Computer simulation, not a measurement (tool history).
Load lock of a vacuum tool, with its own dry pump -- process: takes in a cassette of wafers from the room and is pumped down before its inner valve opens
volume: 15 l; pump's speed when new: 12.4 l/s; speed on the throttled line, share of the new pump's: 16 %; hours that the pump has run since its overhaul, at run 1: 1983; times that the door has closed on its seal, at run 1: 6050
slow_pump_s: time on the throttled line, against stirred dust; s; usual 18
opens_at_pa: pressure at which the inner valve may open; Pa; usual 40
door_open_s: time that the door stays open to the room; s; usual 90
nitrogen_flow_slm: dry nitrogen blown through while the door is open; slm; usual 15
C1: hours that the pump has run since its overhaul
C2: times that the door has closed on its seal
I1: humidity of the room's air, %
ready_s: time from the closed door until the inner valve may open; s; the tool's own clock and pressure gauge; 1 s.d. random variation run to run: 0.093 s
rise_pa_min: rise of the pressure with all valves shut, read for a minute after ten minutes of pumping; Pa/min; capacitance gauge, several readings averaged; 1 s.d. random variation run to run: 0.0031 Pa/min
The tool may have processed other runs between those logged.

Run 1, hour 0: usual settings; C1 1983; C2 6050; I1 43.3. Result: ready_s 24.72 s, rise_pa_min 0.069 Pa/min.
Run 2, hour 113: usual settings; C1 2096; C2 6169; I1 45.6. Result: ready_s 24.78 s, rise_pa_min 0.072 Pa/min.
Run 3, hour 255.9: usual settings; C1 2239; C2 6319; I1 45.8. Result: ready_s 24.89 s, rise_pa_min 0.072 Pa/min.
Run 4, hour 380.1: usual settings; C1 2363; C2 6450; I1 45.5. Result: ready_s 24.73 s, rise_pa_min 0.073 Pa/min.
Run 5, hour 482: usual settings; C1 2465; C2 6557; I1 45.6. Result: ready_s 24.81 s, rise_pa_min 0.074 Pa/min.
Run 6, hour 575.1: usual settings; C1 2558; C2 6655; I1 47.6. Result: ready_s 24.74 s, rise_pa_min 0.075 Pa/min.
Run 7, hour 717.2: usual settings; C1 2700; C2 6804; I1 45.9. Result: ready_s 24.87 s, rise_pa_min 0.076 Pa/min.
Run 8, hour 792.6: usual settings; C1 2775; C2 6883; I1 40.8. Result: ready_s 24.96 s, rise_pa_min 0.069 Pa/min.
Run 9, hour 916.2: usual settings; C1 2899; C2 7013; I1 43.6. Result: ready_s 24.87 s, rise_pa_min 0.077 Pa/min.
Run 10, hour 1017.3: usual settings; C1 3000; C2 7120; I1 46.2. Result: ready_s 24.81 s, rise_pa_min 0.081 Pa/min.
Run 11, hour 1127.5: usual settings; C1 3110; C2 7236; I1 39.5. Result: ready_s 24.97 s, rise_pa_min 0.061 Pa/min.
Run 12, hour 1288.8: usual settings but opens_at_pa 43 Pa, nitrogen_flow_slm 5 slm; C1 3272; C2 7405; I1 45.9. Result: ready_s 24.9 s, rise_pa_min 0.096 Pa/min.
Run 13, hour 1460.6: usual settings but opens_at_pa 37 Pa, door_open_s 105 s, nitrogen_flow_slm 5 slm; C1 3443; C2 7586; I1 43. Result: ready_s 25.05 s, rise_pa_min 0.101 Pa/min.
Run 14, hour 1576.6: usual settings but opens_at_pa 62 Pa, door_open_s 105 s, nitrogen_flow_slm 5 slm; C1 3559; C2 7708; I1 47. Result: ready_s 24.31 s, rise_pa_min 0.114 Pa/min.
Run 15, hour 1696.6: usual settings but slow_pump_s 33 s, nitrogen_flow_slm 20 slm; C1 3679; C2 7834; I1 45.5. Result: ready_s 37.43 s, rise_pa_min 0.065 Pa/min.
Run 16, hour 1872.5: usual settings but slow_pump_s 17 s, door_open_s 69 s; C1 3855; C2 8019; I1 45.5. Result: ready_s 24.12 s, rise_pa_min 0.067 Pa/min.
Run 17, hour 1958.3: usual settings but slow_pump_s 15 s, nitrogen_flow_slm 25 slm; C1 3941; C2 8110; I1 46.2. Result: ready_s 22.51 s, rise_pa_min 0.066 Pa/min.
Run 18, hour 2096.2: usual settings but slow_pump_s 15 s, nitrogen_flow_slm 5 slm; C1 4079; C2 8255; I1 45.3. Result: ready_s 22.48 s, rise_pa_min 0.098 Pa/min.
Run 19, hour 2178.2: usual settings but slow_pump_s 15 s, door_open_s 68 s, nitrogen_flow_slm 17 slm; C1 4161; C2 8341; I1 43.7. Result: ready_s 22.48 s, rise_pa_min 0.064 Pa/min.

Here are 3 independent what-if runs from the current tool condition. What would each one return?
Run A, hour 2347.4: usual settings but slow_pump_s 31 s; C1 4330; C2 8519; I1 42.9. Result: ready_s ?, rise_pa_min ?.
Run B, hour 2347.4: usual settings but slow_pump_s 15 s, door_open_s 91 s, nitrogen_flow_slm 17 slm; C1 4330; C2 8519; I1 46.1. Result: ready_s ?, rise_pa_min ?.
Run C, hour 2347.4: usual settings but slow_pump_s 28 s, opens_at_pa 49 Pa, door_open_s 110 s; C1 4330; C2 8519; I1 45.1. Result: ready_s ?, rise_pa_min ?.

run  ready_s  rise_pa_min
  A    35.74        0.076
  B    22.48        0.077
  C    33.07        0.085
Stripped of hidden state, with their random variation kept, the same runs would have yielded:
run  ready_s  rise_pa_min
  A    35.42        0.069
  B    21.97         0.07
  C    32.73        0.078
